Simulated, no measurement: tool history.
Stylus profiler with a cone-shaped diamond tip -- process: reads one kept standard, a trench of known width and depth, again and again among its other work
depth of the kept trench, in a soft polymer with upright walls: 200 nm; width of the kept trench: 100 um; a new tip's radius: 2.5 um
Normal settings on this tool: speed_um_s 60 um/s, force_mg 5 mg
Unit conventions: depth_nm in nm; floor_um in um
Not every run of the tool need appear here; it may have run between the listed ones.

| run | hour | speed_um_s | force_mg | depth_nm | floor_um |
|---|---|---|---|---|---|
| 1 | 0 | 60 | 5 | 201.39 | 97.69 |
| 2 | 24 | 16 | 5 | 201.39 | 97.71 |
| 3 | 61.4 | 16 | 5 | 201.41 | 97.68 |
| 4 | 92.4 | 16 | 5 | 201.39 | 97.77 |
| 5 | 131 | 16 | 5 | 201.44 | 97.63 |
| 6 | 166.4 | 16 | 5 | 201.45 | 97.68 |
| 7 | 211.8 | 16 | 5 | 201.42 | 97.65 |
| 8 | 261 | 16 | 5 | 201.39 | 97.69 |
| 9 | 301 | 16 | 5 | 201.33 | 97.68 |
| 10 | 347.5 | 60 | 8.13 | 202.13 | 97.62 |
| 11 | 370.3 | 60 | 8.13 | 202.14 | 97.64 |
| 12 | 420.5 | 16 | 8.13 | 202.09 | 97.67 |
| 13 | 449.1 | 36 | 8.13 | 202.04 | 97.6 |
| 14 | 483.7 | 36 | 8.13 | 201.99 | 97.62 |
| 15 | 529.6 | 36 | 8.13 | 201.93 | 97.56 |
| 16 | 572.6 | 70 | 8.13 | 202.02 | 97.56 |
| 17 | 602.2 | 60 | 5 | 201.33 | 97.57 |
|  | 606 | height scale calibrated on a step standard |
| 18 | 629.5 | 60 | 5 | 201.22 | 97.57 |
| 19 | 676.9 | 23 | 5 | 201.26 | 97.57 |
| 20 | 725.2 | 60 | 5 | 201.09 | 97.47 |
| 21 | 745.6 | 60 | 5 | 201.07 | 97.56 |
|  | 756.9 | height scale calibrated on a step standard, once more |
| 22 | 767.5 | 76 | 5 | 201.74 | 97.43 |
| 23 | 794.6 | 76 | 5 | 201.65 | 97.49 |
| 24 | 815 | 41 | 11.15 | 203 | 97.59 |
| 25 | 851.9 | 57 | 11.18 | 203.04 | 97.53 |
| 26 | 892.7 | 57 | 11.18 | 203.01 | 97.52 |
| 27 | 938.7 | 211 | 3.9 | 201.42 | 97.11 |
| 28 | 962.6 | 78 | 3.92 | 201.4 | 97.41 |
| 29 | 1003.1 | 31 | 9.77 | 202.7 | 97.53 |
| 30 | 1049 | 33 | 9.15 | 202.52 | 97.51 |
| 31 | 1097.3 | 97 | 5.25 | 201.77 | 97.36 |
| 32 | 1139.3 | 97 | 5.25 | 201.86 | 97.36 |
| 33 | 1171.8 | 97 | 5.25 | 201.86 | 97.4 |
| 34 | 1219.4 | 19 | 5.93 | 201.79 | 97.52 |
| 35 | 1267.3 | 53 | 5.83 | 201.84 | 97.45 |
| 36 | 1290.6 | 189 | 2.68 | 201.07 | 96.97 |
| 37 | 1326.8 | 58 | 10.58 | 202.79 | 97.45 |
| 38 | 1368.4 | 58 | 10.58 | 202.83 | 97.42 |
| 39 | 1409.2 | 33 | 7.29 | 202.07 | 97.45 |
| 40 | 1456.6 | 87 | 12.22 | 203.09 | 97.34 |
| 41 | 1478 | 25 | 7.53 | 202.18 | 97.42 |
| 42 | 1517.2 | 25 | 7.53 | 202.11 | 97.44 |
| 43 | 1563.3 | 171 | 2.7 | 200.96 | 97.05 |

Here are 3 independent what-if runs from the current tool condition. What would each one return?
| A | 1599 | 60 | 12.56 | ? | ? |
| B | 1599 | 74 | 11.87 | ? | ? |
| C | 1599 | 98 | 2.12 | ? | ? |

| run | depth_nm | floor_um |
|---|---|---|
| A | 203.08 | 97.37 |
| B | 203.06 | 97.37 |
| C | 200.93 | 97.16 |
With no hidden state in the tool, these same runs would have given:
| run | depth_nm | floor_um |
|---|---|---|
| A | 203.22 | 97.95 |
| B | 203.21 | 97.95 |
| C | 201.08 | 97.75 |
